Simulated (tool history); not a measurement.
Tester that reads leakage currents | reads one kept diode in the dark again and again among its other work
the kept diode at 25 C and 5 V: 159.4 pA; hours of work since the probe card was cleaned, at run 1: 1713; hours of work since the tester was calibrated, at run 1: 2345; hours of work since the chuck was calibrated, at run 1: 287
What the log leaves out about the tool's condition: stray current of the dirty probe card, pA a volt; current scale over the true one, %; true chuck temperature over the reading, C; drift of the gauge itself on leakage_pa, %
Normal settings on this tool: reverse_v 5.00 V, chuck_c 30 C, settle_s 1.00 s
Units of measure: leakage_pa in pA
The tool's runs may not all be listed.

run    hour  reverse_v  chuck_c  settle_s  hours of work since the probe card was cleaned  hours of work since the tester was calibrated  hours of work since the chuck was calibrated  leakage_pa
  1     0.0       5.00       30      1.00                                            1713                                           2345                                           287      231.70
  2    96.3       5.00       30      1.00                                            1780                                           2412                                           354      230.95
      185.9  -- tester calibrated
  3   212.6       5.00       30      1.16                                            1859                                             18                                           433      236.64
  4   395.3       5.00       30      1.16                                            1986                                            145                                           560      236.64
  5   510.6       5.00       30      1.16                                            2066                                            225                                           639      235.08
  6   653.3       5.00       30      1.00                                            2164                                            324                                           738      233.97
  7   804.8       5.00       30      1.00                                            2269                                            429                                           843      234.15
  8   912.8       5.00       30      1.00                                            2344                                            504                                           918      232.69
  9  1074.9       7.78       42      1.00                                            2457                                            616                                          1030      663.15
 10  1248.2       7.78       42      1.00                                            2577                                            736                                          1150      659.13
 11  1407.8       1.45       36      0.93                                            2687                                            846                                          1261      222.60
 12  1574.2       2.60       25      0.70                                            2802                                            962                                          1376      121.44
 13  1770.3       3.99       26      4.38                                            2938                                           1098                                          1512      153.79
 14  1932.6       3.99       26      4.38                                            3051                                           1210                                          1624      153.82

Below are 3 alternative next runs, each starting from the tool's condition after run 14. Predict each:
     1949.0  -- probe card cleaned and baked
  A  2145.0       2.42       30      8.08                                             136                                           1355                                          1770           ?
     1949.0  -- probe card cleaned and baked
  B  2145.0      13.82       32      0.45                                             136                                           1355                                          1770           ?
     1949.0  -- probe card cleaned and baked
  C  2145.0      10.44       55      1.00                                             136                                           1355                                          1770           ?

run  leakage_pa
  A      170.37
  B      389.16
  C     1742.61
Had the tool no hidden state, the same runs would have come out as:
run  leakage_pa
  A      177.68
  B      405.50
  C     1810.22

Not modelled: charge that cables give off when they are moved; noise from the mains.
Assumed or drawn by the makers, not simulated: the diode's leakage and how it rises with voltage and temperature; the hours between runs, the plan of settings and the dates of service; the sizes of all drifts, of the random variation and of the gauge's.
